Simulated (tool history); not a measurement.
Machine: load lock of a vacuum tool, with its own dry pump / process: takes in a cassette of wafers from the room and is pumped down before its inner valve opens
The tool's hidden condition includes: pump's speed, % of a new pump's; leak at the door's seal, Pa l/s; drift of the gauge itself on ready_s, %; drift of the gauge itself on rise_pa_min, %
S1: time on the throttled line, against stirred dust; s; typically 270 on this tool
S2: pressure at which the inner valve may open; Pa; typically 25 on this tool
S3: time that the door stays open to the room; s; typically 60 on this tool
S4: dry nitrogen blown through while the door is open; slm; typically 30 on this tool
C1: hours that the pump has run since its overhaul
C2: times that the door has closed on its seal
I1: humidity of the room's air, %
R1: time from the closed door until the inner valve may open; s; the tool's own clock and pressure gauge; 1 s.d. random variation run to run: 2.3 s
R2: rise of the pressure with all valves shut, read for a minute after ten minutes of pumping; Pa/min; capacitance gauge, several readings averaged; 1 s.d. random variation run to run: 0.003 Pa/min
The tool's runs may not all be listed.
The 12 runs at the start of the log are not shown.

Run 13, hour 1155.8: usual settings but S2 32 Pa; C1 1645; C2 17354; I1 46.7. Result: R1 384.2 s, R2 0.276 Pa/min.
Run 14, hour 1285.4: usual settings but S2 32 Pa; C1 1774; C2 17657; I1 43.5. Result: R1 384.2 s, R2 0.27 Pa/min.
Run 15, hour 1426.9: usual settings but S3 137 s; C1 1916; C2 17987; I1 47. Result: R1 389.9 s, R2 0.311 Pa/min.
Run 16, hour 1509.2: usual settings but S3 137 s; C1 1998; C2 18180; I1 44.9. Result: R1 393.7 s, R2 0.308 Pa/min.
Run 17, hour 1572.1: usual settings but S3 137 s; C1 2061; C2 18326; I1 44.2. Result: R1 393.6 s, R2 0.306 Pa/min.
Run 18, hour 1678.6: usual settings but S3 95 s; C1 2168; C2 18575; I1 46.8. Result: R1 390.6 s, R2 0.31 Pa/min.
Run 19, hour 1789.7: usual settings but S2 33 Pa; C1 2279; C2 18835; I1 47.6. Result: R1 385.7 s, R2 0.311 Pa/min.
Run 20, hour 1853.1: usual settings but S2 33 Pa; C1 2342; C2 18983; I1 47.3. Result: R1 386.4 s, R2 0.308 Pa/min.
Run 21, hour 1983.3: usual settings but S1 397 s, S2 27 Pa; C1 2472; C2 19288; I1 44.9. Result: R1 506.7 s, R2 0.322 Pa/min.
Run 22, hour 2054: usual settings but S3 43 s, S4 15 slm; C1 2543; C2 19453; I1 45.4. Result: R1 394.1 s, R2 0.323 Pa/min.
Run 23, hour 2190.6: usual settings but S3 43 s, S4 15 slm; C1 2680; C2 19772; I1 42.6. Result: R1 391.5 s, R2 0.323 Pa/min.
Run 24, hour 2307.8: usual settings but S1 145 s, S2 30 Pa, S3 78 s, S4 11 slm; C1 2797; C2 20046; I1 43.3. Result: R1 275.6 s, R2 0.349 Pa/min.
Run 25, hour 2433.9: usual settings but S2 28 Pa, S3 193 s, S4 7 slm; C1 2923; C2 20341; I1 44.5. Result: R1 389.3 s, R2 0.398 Pa/min.
Run 26, hour 2560: usual settings but S2 34 Pa, S4 41 slm; C1 3049; C2 20635; I1 44.7. Result: R1 384 s, R2 0.34 Pa/min.
Run 27, hour 2699.7: usual settings but S1 229 s, S2 33 Pa, S3 168 s, S4 36 slm; C1 3189; C2 20962; I1 43.3. Result: R1 351.9 s, R2 0.374 Pa/min.
Run 28, hour 2778.5: usual settings but S2 34 Pa; C1 3267; C2 21146; I1 46.4. Result: R1 387.8 s, R2 0.36 Pa/min.
Run 29, hour 2893.9: usual settings but S1 294 s; C1 3383; C2 21416; I1 45.5. Result: R1 416.3 s, R2 0.367 Pa/min.
Run 30, hour 3034.4: usual settings but S1 461 s; C1 3523; C2 21744; I1 46.2. Result: R1 562.5 s, R2 0.38 Pa/min.
Run 31, hour 3159.6: usual settings but S1 281 s, S2 30 Pa, S3 55 s; C1 3649; C2 22037; I1 44.3. Result: R1 402.6 s, R2 0.391 Pa/min.
Run 32, hour 3220.7: usual settings but S1 448 s, S2 19 Pa, S3 40 s, S4 22 slm; C1 3710; C2 22180; I1 46.2. Result: R1 564.3 s, R2 0.383 Pa/min.
Run 33, hour 3311.2: usual settings but S1 299 s, S2 30 Pa, S3 173 s, S4 44 slm; C1 3800; C2 22391; I1 45.4. Result: R1 416.4 s, R2 0.401 Pa/min.
Run 34, hour 3459.4: usual settings but S1 162 s; C1 3948; C2 22737; I1 45.2. Result: R1 296.5 s, R2 0.395 Pa/min.
Run 35, hour 3576.3: usual settings but S1 404 s, S4 19 slm; C1 4065; C2 23011; I1 42.6. Result: R1 522.2 s, R2 0.407 Pa/min.
Run 36, hour 3646.8: usual settings but S1 404 s, S4 19 slm; C1 4136; C2 23176; I1 43.2. Result: R1 512.9 s, R2 0.414 Pa/min.
Run 37, hour 3767: usual settings but S1 404 s, S4 44 slm; C1 4256; C2 23456; I1 46. Result: R1 513.1 s, R2 0.414 Pa/min.

Each row is a separate what-if for the run after 37, all from the same tool condition, not one after another. Results?
Run A, hour 3906: usual settings but S1 404 s, S3 44 s, S4 44 slm; C1 4395; C2 23781; I1 46.4. Result: R1 ?, R2 ?.
Run B, hour 3906: usual settings but S3 178 s; C1 4395; C2 23781; I1 46.4. Result: R1 ?, R2 ?.
Run C, hour 3906: usual settings but S1 404 s, S3 170 s, S4 24 slm; C1 4395; C2 23781; I1 44.1. Result: R1 ?, R2 ?.

run     R1     R2
  A  519.8  0.414
  B  398.9  0.459
  C  518.3  0.454
With the hidden condition removed and each run's random variation left untouched, the same runs would have given:
run     R1     R2
  A  511.6  0.018
  B  390.3  0.059
  C  510.2  0.059
